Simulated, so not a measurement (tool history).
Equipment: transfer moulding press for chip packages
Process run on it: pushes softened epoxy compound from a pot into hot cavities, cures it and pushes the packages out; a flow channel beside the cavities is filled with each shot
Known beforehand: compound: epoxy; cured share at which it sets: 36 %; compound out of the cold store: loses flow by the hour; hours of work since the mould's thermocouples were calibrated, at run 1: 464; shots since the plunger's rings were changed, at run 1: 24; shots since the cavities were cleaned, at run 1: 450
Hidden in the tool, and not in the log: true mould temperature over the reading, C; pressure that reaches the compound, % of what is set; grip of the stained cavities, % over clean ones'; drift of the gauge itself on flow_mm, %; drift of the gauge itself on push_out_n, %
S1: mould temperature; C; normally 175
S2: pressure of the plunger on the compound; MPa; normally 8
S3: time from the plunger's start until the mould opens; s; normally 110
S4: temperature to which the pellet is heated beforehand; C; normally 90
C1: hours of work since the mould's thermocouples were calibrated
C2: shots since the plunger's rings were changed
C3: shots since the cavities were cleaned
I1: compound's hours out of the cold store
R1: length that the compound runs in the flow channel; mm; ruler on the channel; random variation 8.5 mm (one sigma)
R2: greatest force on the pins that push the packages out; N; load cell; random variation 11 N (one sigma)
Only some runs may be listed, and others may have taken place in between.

run	hour	S1	S2	S3	S4	C1	C2	C3	I1	R1	R2
1	0	175	8	110	90	464	24	450	28.7	955	764
2	18.4	175	8	113	90	472	159	585	28.4	951	793
3	34.5	175	8	113	90	480	278	704	22	986	805
4	54.2	175	8	113	90	488	423	849	22.8	971	793
# hour 59.3: cavities cleaned with cleaning compound and waxed
5	94.3	175	8	113	90	506	707	257	29.9	944	681
6	112.6	175	8	113	90	514	842	392	46.2	855	716
7	130.4	175	8	113	90	522	973	523	24.6	958	759
8	161	175	8.69	110	90	535	1198	748	15.4	1046	802
# hour 176.5: cavities cleaned with cleaning compound and waxed
9	194.7	175	8	110	90	550	1436	134	15.3	994	614
10	224.6	180	8	110	90	563	1656	354	23	950	661
11	245.7	177	8	110	90	572	1811	509	44.5	850	712
12	276.5	177	8	110	90	586	2038	736	19.4	960	820
# hour 294.3: cavities cleaned with cleaning compound and waxed
13	311.4	177	8	110	90	601	2284	125	26.5	929	582
14	330.8	177	8	110	90	609	2427	268	35.1	886	640
15	353.7	179	8	116	90	620	2596	437	27.8	925	682
16	387.5	175	8	144	97	635	2845	686	19.8	964	712
17	403.9	175	8	144	97	642	2966	807	42.5	854	732
# hour 413.5: cavities cleaned with cleaning compound and waxed
18	426.1	168	9.7	110	90	651	3118	93	19.1	1084	760
19	466	175	8	136	90	669	3412	387	36.9	874	654
20	491.6	182	8.51	110	90	680	3601	576	46	825	722
# hour 497.7: mould's thermocouples calibrated
21	528.4	175	8	113	90	14	3857	832	33	887	814
# hour 534.8: cavities cleaned with cleaning compound and waxed
22	565.4	175	8.26	130	90	29	4118	225	36.4	875	619
23	592.4	175	8	138	90	41	4317	424	27.9	902	682
24	611.9	175	8.99	110	90	50	4461	568	15.2	1029	782
25	635.3	175	8.99	110	90	61	4633	740	19.5	1001	825
# hour 653.8: cavities cleaned with cleaning compound and waxed
26	663.8	175	7.34	97	87	73	4832	74	25.1	862	652
27	687.2	182	9.83	113	94	83	5005	247	9.2	1073	631

Predict the results of run 28:
28	722.3	172	8.24	131	91	99	5263	505	38.5	?	?

Logged for run 28: R1 867 mm, R2 749 N.
Take away the tool's hidden state, keep the run-to-run variation as it was, and the same run would have given R1 932 mm, R2 474 N.
